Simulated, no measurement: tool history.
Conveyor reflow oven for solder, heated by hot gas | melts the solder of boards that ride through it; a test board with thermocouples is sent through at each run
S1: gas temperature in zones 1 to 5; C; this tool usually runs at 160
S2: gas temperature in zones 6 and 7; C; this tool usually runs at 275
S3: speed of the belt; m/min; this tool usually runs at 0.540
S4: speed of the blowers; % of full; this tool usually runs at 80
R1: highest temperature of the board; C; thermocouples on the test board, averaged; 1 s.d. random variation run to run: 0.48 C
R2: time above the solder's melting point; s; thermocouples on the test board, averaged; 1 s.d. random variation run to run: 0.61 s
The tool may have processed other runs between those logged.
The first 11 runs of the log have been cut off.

run 12 day=7.129 | S1=160 S2=275 S3=0.540 S4=77 | R1=257.1 R2=64.4
run 13 day=7.892 | S1=160 S2=283 S3=0.540 S4=80 | R1=264.6 R2=70.1
run 14 day=8.792 | S1=160 S2=275 S3=0.540 S4=80 | R1=257.2 R2=65.8
run 15 day=9.283 | S1=160 S2=275 S3=0.540 S4=80 | R1=257.1 R2=65.5
-- day=10.004 flux residue cleaned out of gas plates and filters, once more
run 16 day=10.004 | S1=160 S2=275 S3=0.540 S4=80 | R1=260.7 R2=69.1
run 17 day=10.462 | S1=171 S2=275 S3=0.635 S4=71 | R1=254.6 R2=57.4
run 18 day=11.067 | S1=160 S2=275 S3=0.565 S4=73 | R1=257.4 R2=63.7
run 19 day=11.642 | S1=160 S2=275 S3=0.565 S4=73 | R1=258.4 R2=64.2
run 20 day=12.342 | S1=160 S2=275 S3=0.565 S4=73 | R1=257.6 R2=64.6
run 21 day=12.800 | S1=169 S2=278 S3=0.585 S4=65 | R1=258.7 R2=64.1
run 22 day=13.688 | S1=169 S2=278 S3=0.585 S4=65 | R1=259.1 R2=64.5
run 23 day=14.333 | S1=149 S2=275 S3=0.623 S4=80 | R1=253.8 R2=51.0
run 24 day=15.208 | S1=149 S2=275 S3=0.623 S4=80 | R1=253.4 R2=50.6
run 25 day=15.938 | S1=163 S2=274 S3=0.556 S4=57 | R1=254.3 R2=62.1
run 26 day=16.712 | S1=163 S2=274 S3=0.556 S4=57 | R1=254.9 R2=62.5
run 27 day=17.425 | S1=163 S2=274 S3=0.556 S4=57 | R1=254.4 R2=62.4
run 28 day=18.058 | S1=163 S2=274 S3=0.556 S4=57 | R1=253.6 R2=61.5
run 29 day=18.758 | S1=166 S2=275 S3=0.540 S4=55 | R1=256.2 R2=65.7
run 30 day=19.196 | S1=166 S2=275 S3=0.540 S4=55 | R1=256.5 R2=66.9

4 ways to go on from here, each from the tool as it stands after run 30. What would each give?
run A day=19.775 | S1=150 S2=278 S3=0.540 S4=55 | R1=? R2=?
run B day=19.775 | S1=154 S2=289 S3=0.553 S4=55 | R1=? R2=?
run C day=19.775 | S1=159 S2=275 S3=0.540 S4=80 | R1=? R2=?
run D day=19.775 | S1=166 S2=287 S3=0.540 S4=55 | R1=? R2=?

run=A R1=256.2 R2=61.0
run=B R1=265.2 R2=67.1
run=C R1=258.9 R2=68.1
run=D R1=266.5 R2=74.0
What these runs would have given with no unlogged condition in the tool:
run=A R1=257.8 R2=62.0
run=B R1=266.8 R2=67.8
run=C R1=260.5 R2=69.0
run=D R1=268.0 R2=74.5
